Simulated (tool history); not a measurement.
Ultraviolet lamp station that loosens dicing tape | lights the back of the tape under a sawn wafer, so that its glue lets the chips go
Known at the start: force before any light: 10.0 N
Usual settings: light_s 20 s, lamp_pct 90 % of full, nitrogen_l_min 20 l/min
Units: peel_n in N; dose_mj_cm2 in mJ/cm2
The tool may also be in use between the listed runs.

run,hour,light_s,lamp_pct,nitrogen_l_min,peel_n,dose_mj_cm2
1,0,20,90,20,1.244,347
2,36.5,20,90,20,1.275,342
3,83.4,20,90,20,1.303,336
4,131.2,20,87,20,1.374,327
# hour 158.4: window cleaned of glue's vapour
5,180.1,20,90,20,1.001,390
6,251.7,20,90,20,1.011,380
7,309.5,20,90,20,1.037,379
8,375.5,20,90,20,1.078,373
9,413.2,20,90,20,1.064,368
10,455.6,20,90,20,1.068,370
11,491.6,20,90,20,1.123,369
12,555.8,20,90,20,1.116,362
13,591.3,20,90,6,2.592,361
14,640.8,20,68,20,1.971,271
15,704.4,20,68,20,1.851,265
16,759.5,20,68,20,1.936,267
17,833,20,68,20,1.965,263
18,880.7,20,68,20,2.028,261
19,950.2,20,68,20,2.047,254
20,998.4,20,68,20,2.087,255
21,1062.9,20,77,21,1.674,292
22,1116.9,20,77,21,1.705,278
23,1159.2,20,77,21,1.739,282
24,1204.3,20,77,21,1.773,277
25,1240.2,10,68,6,6.234,123
26,1292.5,10,87,6,5.595,156
27,1326.6,10,87,6,5.514,156
28,1397.2,13,61,36,3.403,141
29,1437.8,21,75,28,1.47,278
30,1488.4,24,75,25,1.271,309
31,1540.8,24,75,25,1.294,303
# hour 1584.1: window cleaned of glue's vapour
32,1615.3,24,75,25,0.996,349
33,1657.7,17,69,23,2.288,225
34,1720.7,17,69,23,2.26,218
35,1768.7,13,76,27,2.779,188
36,1842.8,13,76,27,2.699,187
37,1898.5,31,67,20,0.993,382
38,1968,14,95,8,3.683,241
39,2013.9,14,95,8,3.666,241
40,2060.8,29,75,24,0.835,391

Measured less the same run without the tool's hidden state. The same run-to-run variation is in both; the gauge's scatter may not be:
The hidden state here: lamp's light, % of a new lamp's; light that the window lets through, % of a clean one's; drift of the gauge itself on peel_n, %; drift of the gauge itself on dose_mj_cm2, %.
run,peel_n,dose_mj_cm2
1,+0.452,-90
2,+0.478,-92
3,+0.496,-94
4,+0.532,-94
5,+0.218,-50
6,+0.237,-54
7,+0.258,-57
8,+0.285,-62
9,+0.29,-64
10,+0.302,-66
11,+0.327,-69
12,+0.34,-72
13,+0.595,-74
14,+0.554,-59
15,+0.54,-61
16,+0.585,-64
17,+0.618,-66
18,+0.653,-69
19,+0.682,-71
20,+0.713,-74
21,+0.64,-87
22,+0.664,-89
23,+0.694,-91
24,+0.72,-93
25,+0.9,-41
26,+1.029,-55
27,+1.028,-56
28,+1.108,-53
29,+0.686,-106
30,+0.618,-124
31,+0.643,-127
32,+0.362,-86
33,+0.683,-58
34,+0.701,-60
35,+0.819,-53
36,+0.826,-55
37,+0.425,-118
38,+1.017,-79
39,+1.032,-81
40,+0.383,-135
